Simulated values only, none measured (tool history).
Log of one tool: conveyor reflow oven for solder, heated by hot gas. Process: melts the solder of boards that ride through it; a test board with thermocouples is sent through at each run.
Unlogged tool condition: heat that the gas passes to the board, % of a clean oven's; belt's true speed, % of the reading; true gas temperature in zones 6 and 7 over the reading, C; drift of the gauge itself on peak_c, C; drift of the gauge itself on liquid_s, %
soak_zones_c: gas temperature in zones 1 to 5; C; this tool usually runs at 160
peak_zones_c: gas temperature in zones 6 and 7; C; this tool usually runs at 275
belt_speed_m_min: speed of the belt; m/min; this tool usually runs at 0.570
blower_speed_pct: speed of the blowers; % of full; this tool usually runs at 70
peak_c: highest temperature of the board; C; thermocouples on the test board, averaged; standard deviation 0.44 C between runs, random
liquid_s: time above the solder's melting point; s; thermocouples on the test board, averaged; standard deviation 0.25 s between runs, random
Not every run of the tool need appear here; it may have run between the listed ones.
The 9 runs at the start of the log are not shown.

| run | hour | soak_zones_c | peak_zones_c | belt_speed_m_min | blower_speed_pct | hours of work since the flux was cleaned out | hours of work since the belt drive was overhauled | hours of work since the thermocouples were changed | peak_c | liquid_s |
|---|---|---|---|---|---|---|---|---|---|---|
| 10 | 98.3 | 160 | 289 | 0.570 | 70 | 226 | 504 | 92 | 271.1 | 53.0 |
|  | 104.5 | flux residue cleaned out of gas plates and filters |
| 11 | 109.4 | 160 | 289 | 0.570 | 70 | 2 | 507 | 95 | 271.3 | 53.1 |
| 12 | 117.4 | 160 | 275 | 0.570 | 70 | 5 | 510 | 98 | 258.0 | 47.8 |
| 13 | 126.8 | 160 | 275 | 0.570 | 70 | 9 | 514 | 102 | 257.2 | 47.6 |
| 14 | 135.2 | 160 | 275 | 0.570 | 70 | 13 | 518 | 106 | 257.3 | 47.1 |
| 15 | 141.1 | 162 | 275 | 0.570 | 70 | 15 | 520 | 108 | 257.9 | 48.3 |
| 16 | 148.0 | 162 | 275 | 0.570 | 70 | 18 | 523 | 111 | 257.7 | 47.9 |
| 17 | 156.6 | 159 | 275 | 0.570 | 75 | 22 | 526 | 115 | 258.6 | 47.8 |
| 18 | 168.5 | 146 | 275 | 0.642 | 75 | 27 | 531 | 120 | 252.5 | 36.4 |
|  | 180.3 | flux residue cleaned out of gas plates and filters, once more |
| 19 | 183.2 | 160 | 265 | 0.570 | 62 | 1 | 535 | 124 | 248.0 | 41.5 |
| 20 | 190.0 | 160 | 265 | 0.570 | 62 | 4 | 538 | 126 | 248.0 | 41.4 |
| 21 | 203.2 | 160 | 287 | 0.542 | 62 | 9 | 544 | 132 | 269.9 | 56.1 |
| 22 | 217.0 | 151 | 275 | 0.542 | 62 | 15 | 549 | 138 | 257.8 | 47.8 |
| 23 | 226.5 | 160 | 275 | 0.537 | 51 | 19 | 553 | 142 | 256.4 | 49.2 |
| 24 | 232.5 | 160 | 275 | 0.537 | 51 | 22 | 556 | 144 | 256.1 | 48.5 |
| 25 | 241.6 | 168 | 275 | 0.570 | 73 | 25 | 560 | 148 | 260.8 | 51.2 |
| 26 | 251.8 | 168 | 275 | 0.542 | 73 | 30 | 564 | 152 | 262.0 | 55.2 |
| 27 | 257.6 | 164 | 269 | 0.610 | 78 | 32 | 566 | 154 | 254.4 | 43.2 |
| 28 | 263.9 | 160 | 267 | 0.570 | 70 | 35 | 569 | 157 | 252.0 | 44.6 |
| 29 | 270.2 | 160 | 268 | 0.499 | 77 | 37 | 571 | 160 | 257.8 | 55.9 |
| 30 | 284.1 | 160 | 268 | 0.499 | 77 | 43 | 577 | 165 | 258.1 | 55.6 |
| 31 | 292.6 | 160 | 268 | 0.499 | 77 | 47 | 581 | 169 | 258.0 | 56.2 |
| 32 | 303.1 | 160 | 275 | 0.578 | 73 | 51 | 585 | 173 | 259.1 | 47.8 |

3 ways to go on from here, each from the tool as it stands after run 32. What would each give?
| A | 309.9 | 170 | 275 | 0.570 | 70 | 54 | 588 | 176 | ? | ? |
| B | 309.9 | 160 | 287 | 0.578 | 86 | 54 | 588 | 176 | ? | ? |
| C | 309.9 | 160 | 275 | 0.548 | 70 | 54 | 588 | 176 | ? | ? |

| run | peak_c | liquid_s |
|---|---|---|
| A | 260.3 | 51.3 |
| B | 273.0 | 53.2 |
| C | 261.8 | 51.1 |
Without the tool's hidden state the same runs would have given:
| run | peak_c | liquid_s |
|---|---|---|
| A | 261.1 | 51.4 |
| B | 273.9 | 53.2 |
| C | 262.6 | 51.3 |
